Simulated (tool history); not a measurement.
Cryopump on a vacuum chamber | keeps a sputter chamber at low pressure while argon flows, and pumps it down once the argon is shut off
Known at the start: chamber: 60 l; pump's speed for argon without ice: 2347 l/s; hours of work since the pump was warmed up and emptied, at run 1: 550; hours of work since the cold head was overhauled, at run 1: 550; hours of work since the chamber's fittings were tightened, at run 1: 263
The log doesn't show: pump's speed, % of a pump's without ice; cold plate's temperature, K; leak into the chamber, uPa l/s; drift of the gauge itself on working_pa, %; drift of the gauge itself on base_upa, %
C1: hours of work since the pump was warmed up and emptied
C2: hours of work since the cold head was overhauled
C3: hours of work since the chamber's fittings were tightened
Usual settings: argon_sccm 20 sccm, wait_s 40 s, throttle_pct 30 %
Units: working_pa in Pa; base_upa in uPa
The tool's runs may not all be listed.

run 1 hour=0.0 | argon_sccm=20 wait_s=40 throttle_pct=30 | C1=550 C2=550 C3=263 | working_pa=0.0508 base_upa=0.73
run 2 hour=21.6 | argon_sccm=14 wait_s=40 throttle_pct=30 | C1=562 C2=562 C3=276 | working_pa=0.0351 base_upa=0.72
run 3 hour=44.0 | argon_sccm=20 wait_s=212 throttle_pct=30 | C1=575 C2=575 C3=289 | working_pa=0.0507 base_upa=0.33
run 4 hour=81.1 | argon_sccm=20 wait_s=212 throttle_pct=30 | C1=596 C2=596 C3=310 | working_pa=0.0506 base_upa=0.32
run 5 hour=110.9 | argon_sccm=20 wait_s=212 throttle_pct=30 | C1=613 C2=613 C3=327 | working_pa=0.0504 base_upa=0.35
run 6 hour=142.8 | argon_sccm=20 wait_s=212 throttle_pct=30 | C1=632 C2=632 C3=345 | working_pa=0.0512 base_upa=0.32
run 7 hour=190.3 | argon_sccm=20 wait_s=219 throttle_pct=30 | C1=659 C2=659 C3=373 | working_pa=0.0510 base_upa=0.35
run 8 hour=228.2 | argon_sccm=20 wait_s=40 throttle_pct=30 | C1=681 C2=681 C3=394 | working_pa=0.0505 base_upa=0.75
run 9 hour=275.8 | argon_sccm=20 wait_s=40 throttle_pct=30 | C1=708 C2=708 C3=422 | working_pa=0.0512 base_upa=0.78
run 10 hour=308.3 | argon_sccm=20 wait_s=40 throttle_pct=30 | C1=727 C2=727 C3=440 | working_pa=0.0524 base_upa=0.80
run 11 hour=333.8 | argon_sccm=20 wait_s=40 throttle_pct=30 | C1=741 C2=741 C3=455 | working_pa=0.0513 base_upa=0.78
run 12 hour=371.2 | argon_sccm=20 wait_s=40 throttle_pct=18 | C1=763 C2=763 C3=476 | working_pa=0.0835 base_upa=0.82
run 13 hour=400.0 | argon_sccm=10 wait_s=40 throttle_pct=30 | C1=779 C2=779 C3=493 | working_pa=0.0263 base_upa=0.82
run 14 hour=447.7 | argon_sccm=20 wait_s=40 throttle_pct=56 | C1=807 C2=807 C3=520 | working_pa=0.0307 base_upa=0.81
run 15 hour=485.2 | argon_sccm=20 wait_s=40 throttle_pct=45 | C1=828 C2=828 C3=542 | working_pa=0.0357 base_upa=0.78
run 16 hour=524.3 | argon_sccm=20 wait_s=40 throttle_pct=46 | C1=851 C2=851 C3=564 | working_pa=0.0354 base_upa=0.81
run 17 hour=547.0 | argon_sccm=20 wait_s=40 throttle_pct=46 | C1=864 C2=864 C3=577 | working_pa=0.0356 base_upa=0.83
run 18 hour=596.5 | argon_sccm=20 wait_s=40 throttle_pct=46 | C1=892 C2=892 C3=606 | working_pa=0.0352 base_upa=0.82
run 19 hour=647.2 | argon_sccm=20 wait_s=40 throttle_pct=46 | C1=921 C2=921 C3=635 | working_pa=0.0357 base_upa=0.88
run 20 hour=679.2 | argon_sccm=20 wait_s=40 throttle_pct=46 | C1=940 C2=940 C3=653 | working_pa=0.0359 base_upa=0.84
run 21 hour=717.0 | argon_sccm=20 wait_s=40 throttle_pct=33 | C1=961 C2=961 C3=675 | working_pa=0.0478 base_upa=0.84
run 22 hour=743.4 | argon_sccm=39 wait_s=40 throttle_pct=50 | C1=977 C2=977 C3=690 | working_pa=0.0646 base_upa=0.89
run 23 hour=779.2 | argon_sccm=8 wait_s=40 throttle_pct=26 | C1=997 C2=997 C3=711 | working_pa=0.0242 base_upa=0.88
run 24 hour=800.1 | argon_sccm=8 wait_s=40 throttle_pct=26 | C1=1009 C2=1009 C3=723 | working_pa=0.0238 base_upa=0.84
run 25 hour=850.8 | argon_sccm=40 wait_s=40 throttle_pct=37 | C1=1038 C2=1038 C3=752 | working_pa=0.0880 base_upa=0.90
run 26 hour=895.3 | argon_sccm=40 wait_s=40 throttle_pct=37 | C1=1064 C2=1064 C3=777 | working_pa=0.0879 base_upa=0.90
run 27 hour=945.2 | argon_sccm=40 wait_s=40 throttle_pct=39 | C1=1092 C2=1092 C3=806 | working_pa=0.0841 base_upa=0.91
-- hour=958.3 pump warmed up, emptied and cooled again
run 28 hour=989.5 | argon_sccm=40 wait_s=40 throttle_pct=39 | C1=18 C2=1115 C3=829 | working_pa=0.0748 base_upa=0.89
run 29 hour=1030.9 | argon_sccm=20 wait_s=94 throttle_pct=30 | C1=42 C2=1139 C3=852 | working_pa=0.0491 base_upa=0.51
run 30 hour=1079.9 | argon_sccm=27 wait_s=94 throttle_pct=30 | C1=70 C2=1167 C3=881 | working_pa=0.0658 base_upa=0.53
run 31 hour=1105.7 | argon_sccm=20 wait_s=125 throttle_pct=35 | C1=85 C2=1182 C3=895 | working_pa=0.0415 base_upa=0.49
run 32 hour=1129.7 | argon_sccm=19 wait_s=34 throttle_pct=25 | C1=98 C2=1195 C3=909 | working_pa=0.0550 base_upa=0.93
run 33 hour=1152.7 | argon_sccm=36 wait_s=40 throttle_pct=53 | C1=112 C2=1209 C3=922 | working_pa=0.0504 base_upa=0.88
run 34 hour=1183.0 | argon_sccm=18 wait_s=40 throttle_pct=59 | C1=129 C2=1226 C3=940 | working_pa=0.0226 base_upa=0.83

Forecast each of these 3 alternatives for the next run:
run A hour=1208.7 | argon_sccm=18 wait_s=45 throttle_pct=27 | C1=144 C2=1241 C3=955 | working_pa=? base_upa=?
run B hour=1208.7 | argon_sccm=10 wait_s=40 throttle_pct=32 | C1=144 C2=1241 C3=955 | working_pa=? base_upa=?
run C hour=1208.7 | argon_sccm=17 wait_s=40 throttle_pct=59 | C1=144 C2=1241 C3=955 | working_pa=? base_upa=?

run=A working_pa=0.0487 base_upa=0.82
run=B working_pa=0.0232 base_upa=0.86
run=C working_pa=0.0216 base_upa=0.87
Without the tool's hidden state the same runs would have given:
run=A working_pa=0.0481 base_upa=0.61
run=B working_pa=0.0228 base_upa=0.66
run=C working_pa=0.0209 base_upa=0.67
